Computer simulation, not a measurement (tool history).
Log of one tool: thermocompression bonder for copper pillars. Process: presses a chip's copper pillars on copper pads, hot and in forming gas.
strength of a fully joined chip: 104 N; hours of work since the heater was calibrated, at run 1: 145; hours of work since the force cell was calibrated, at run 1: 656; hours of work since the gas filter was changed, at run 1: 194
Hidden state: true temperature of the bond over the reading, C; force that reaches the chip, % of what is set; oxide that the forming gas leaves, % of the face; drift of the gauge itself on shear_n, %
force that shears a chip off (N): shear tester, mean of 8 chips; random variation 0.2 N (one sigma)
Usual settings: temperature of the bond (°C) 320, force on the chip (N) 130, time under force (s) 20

run	hour	temperature of the bond (°C)	force on the chip (N)	time under force (s)	hours of work since the heater was calibrated	hours of work since the force cell was calibrated	hours of work since the gas filter was changed	force that shears a chip off (N)
1	0	320	130	20	145	656	194	63.5
2	10.1	320	130	20	153	664	201	63.4
3	19.9	320	130	20	160	671	209	63.9
4	32.8	320	130	20	170	681	219	63.7
5	49.8	320	130	20	183	694	232	64.1
6	64.4	320	130	20	194	706	243	63.5
7	83.7	320	130	20	209	720	258	63.6
# hour 97.5: forming gas filter changed
8	100	317	130	20	221	733	2	61.9
9	120.1	321	194	12	237	748	17	67.4
10	131.3	321	194	12	246	757	26	67.3
11	143.1	321	194	12	255	766	35	67.4
12	157.7	338	194	12	266	777	46	77.5
13	174.9	291	138	49	279	790	60	63
14	193.8	291	138	49	294	805	74	63.2
15	211.9	320	165	20	308	819	88	70.9

3 ways to go on from here, each from the tool as it stands after run 15. What would each give?
A	231.2	346	132	32	322	834	103	?
B	231.2	344	138	44	322	834	103	?
C	231.2	299	130	20	322	834	103	?

run	force that shears a chip off (N)
A	87.2
B	92
C	50.4
Without the tool's hidden state the same runs would have given:
run	force that shears a chip off (N)
A	87.2
B	92
C	50.4

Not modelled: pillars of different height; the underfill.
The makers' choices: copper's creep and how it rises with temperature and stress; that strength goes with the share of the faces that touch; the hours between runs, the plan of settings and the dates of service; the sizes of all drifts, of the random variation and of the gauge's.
